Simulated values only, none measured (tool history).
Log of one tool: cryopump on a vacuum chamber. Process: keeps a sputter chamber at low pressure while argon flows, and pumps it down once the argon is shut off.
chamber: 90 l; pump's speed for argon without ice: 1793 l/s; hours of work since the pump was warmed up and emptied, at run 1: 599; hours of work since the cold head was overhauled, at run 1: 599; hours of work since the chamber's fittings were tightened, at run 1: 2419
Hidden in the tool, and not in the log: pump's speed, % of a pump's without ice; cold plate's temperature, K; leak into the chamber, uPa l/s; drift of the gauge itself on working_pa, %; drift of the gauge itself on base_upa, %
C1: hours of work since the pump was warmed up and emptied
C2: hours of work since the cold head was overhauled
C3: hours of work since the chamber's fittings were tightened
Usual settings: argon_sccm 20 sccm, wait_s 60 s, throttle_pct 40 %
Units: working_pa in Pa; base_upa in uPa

Run 1, hour 0: usual settings; C1 599; C2 599; C3 2419. Result: working_pa 0.0536 Pa, base_upa 3.77 uPa.
Run 2, hour 20.8: usual settings but throttle_pct 15 %; C1 612; C2 612; C3 2432. Result: working_pa 0.1299 Pa, base_upa 3.8 uPa.
Run 3, hour 42: usual settings but throttle_pct 15 %; C1 625; C2 625; C3 2445. Result: working_pa 0.1327 Pa, base_upa 3.82 uPa.
Run 4, hour 83.3: usual settings but throttle_pct 42 %; C1 651; C2 651; C3 2471. Result: working_pa 0.0513 Pa, base_upa 3.88 uPa.
Run 5, hour 107.6: usual settings but throttle_pct 51 %; C1 667; C2 667; C3 2487. Result: working_pa 0.0442 Pa, base_upa 3.85 uPa.
Run 6, hour 148.9: usual settings but throttle_pct 51 %; C1 693; C2 693; C3 2513. Result: working_pa 0.0453 Pa, base_upa 4.04 uPa.
Run 7, hour 188.3: usual settings but throttle_pct 51 %; C1 718; C2 718; C3 2538. Result: working_pa 0.0449 Pa, base_upa 3.95 uPa.
Run 8, hour 226.8: usual settings but argon_sccm 18 sccm; C1 742; C2 742; C3 2562. Result: working_pa 0.05 Pa, base_upa 4.06 uPa.
Run 9, hour 248.7: usual settings; C1 756; C2 756; C3 2576. Result: working_pa 0.0558 Pa, base_upa 4.14 uPa.
Run 10, hour 274.1: usual settings; C1 772; C2 772; C3 2592. Result: working_pa 0.0557 Pa, base_upa 4.12 uPa.
Run 11, hour 309.5: usual settings; C1 794; C2 794; C3 2615. Result: working_pa 0.0556 Pa, base_upa 4.24 uPa.
Run 12, hour 344.1: usual settings but wait_s 115 s; C1 816; C2 816; C3 2636. Result: working_pa 0.0556 Pa, base_upa 3.74 uPa.
Run 13, hour 363.3: usual settings but wait_s 21 s; C1 828; C2 828; C3 2649. Result: working_pa 0.0564 Pa, base_upa 6.41 uPa.
Run 14, hour 389.4: usual settings but wait_s 21 s; C1 845; C2 845; C3 2665. Result: working_pa 0.0568 Pa, base_upa 6.48 uPa.
Run 15, hour 410: usual settings but throttle_pct 39 %; C1 858; C2 858; C3 2678. Result: working_pa 0.0586 Pa, base_upa 4.5 uPa.
Run 16, hour 447.1: usual settings but throttle_pct 39 %; C1 881; C2 881; C3 2702. Result: working_pa 0.0584 Pa, base_upa 4.43 uPa.
Run 17, hour 467.1: usual settings but throttle_pct 39 %; C1 894; C2 894; C3 2714. Result: working_pa 0.0584 Pa, base_upa 4.45 uPa.
Run 18, hour 488: usual settings but argon_sccm 32 sccm, wait_s 39 s, throttle_pct 26 %; C1 907; C2 907; C3 2727. Result: working_pa 0.1338 Pa, base_upa 5.09 uPa.
At hour 530.1: pump warmed up, emptied and cooled again.
Run 19, hour 534.4: usual settings but argon_sccm 32 sccm, wait_s 39 s, throttle_pct 26 %; C1 3; C2 933; C3 2754. Result: working_pa 0.1172 Pa, base_upa 3.98 uPa.
Run 20, hour 555.1: usual settings but argon_sccm 32 sccm, wait_s 39 s, throttle_pct 26 %; C1 16; C2 947; C3 2767. Result: working_pa 0.1168 Pa, base_upa 4.03 uPa.
Run 21, hour 595.2: usual settings but argon_sccm 17 sccm, wait_s 76 s, throttle_pct 29 %; C1 41; C2 972; C3 2792. Result: working_pa 0.0556 Pa, base_upa 3.21 uPa.
Run 22, hour 617.3: usual settings but argon_sccm 17 sccm, wait_s 76 s, throttle_pct 29 %; C1 55; C2 986; C3 2806. Result: working_pa 0.0562 Pa, base_upa 3.33 uPa.
Run 23, hour 638.7: usual settings but argon_sccm 26 sccm, wait_s 179 s, throttle_pct 48 %; C1 69; C2 999; C3 2820. Result: working_pa 0.0528 Pa, base_upa 2.68 uPa.
Run 24, hour 680: usual settings but argon_sccm 26 sccm, wait_s 179 s, throttle_pct 60 %; C1 95; C2 1026; C3 2846. Result: working_pa 0.0423 Pa, base_upa 2.7 uPa.
Run 25, hour 699.3: usual settings but wait_s 44 s; C1 107; C2 1038; C3 2858. Result: working_pa 0.0484 Pa, base_upa 4.13 uPa.
Run 26, hour 734.6: usual settings but argon_sccm 17 sccm, wait_s 32 s; C1 129; C2 1060; C3 2880. Result: working_pa 0.0409 Pa, base_upa 4.69 uPa.
Run 27, hour 759.9: usual settings but throttle_pct 37 %; C1 145; C2 1076; C3 2896. Result: working_pa 0.0519 Pa, base_upa 3.69 uPa.
Run 28, hour 793.7: usual settings but argon_sccm 22 sccm, wait_s 153 s, throttle_pct 29 %; C1 167; C2 1097; C3 2918. Result: working_pa 0.0734 Pa, base_upa 2.99 uPa.
Run 29, hour 822.8: usual settings but argon_sccm 22 sccm; C1 185; C2 1116; C3 2936. Result: working_pa 0.0525 Pa, base_upa 3.73 uPa.
At hour 827.7: leaking fittings of the chamber tightened, without venting.
Run 30, hour 855.8: usual settings but argon_sccm 22 sccm; C1 205; C2 1135; C3 18. Result: working_pa 0.053 Pa, base_upa 1.39 uPa.
Run 31, hour 894.3: usual settings but argon_sccm 22 sccm; C1 229; C2 1160; C3 42. Result: working_pa 0.0551 Pa, base_upa 1.42 uPa.
Run 32, hour 923.2: usual settings but argon_sccm 14 sccm, wait_s 125 s, throttle_pct 23 %; C1 247; C2 1178; C3 60. Result: working_pa 0.0582 Pa, base_upa 0.79 uPa.
Run 33, hour 962: usual settings but argon_sccm 16 sccm, wait_s 86 s, throttle_pct 23 %; C1 272; C2 1203; C3 85. Result: working_pa 0.0674 Pa, base_upa 1.1 uPa.

The next listed run, before its measurement:
Run 34, hour 1007.1: usual settings but argon_sccm 16 sccm, wait_s 86 s, throttle_pct 23 %; C1 300; C2 1231; C3 114. Result: working_pa ?, base_upa ?.

working_pa: 0.0686 Pa
base_upa: 1.06 uPa
Without the tool's hidden state the same run would have given working_pa 0.0663 Pa, base_upa 0.95 uPa.
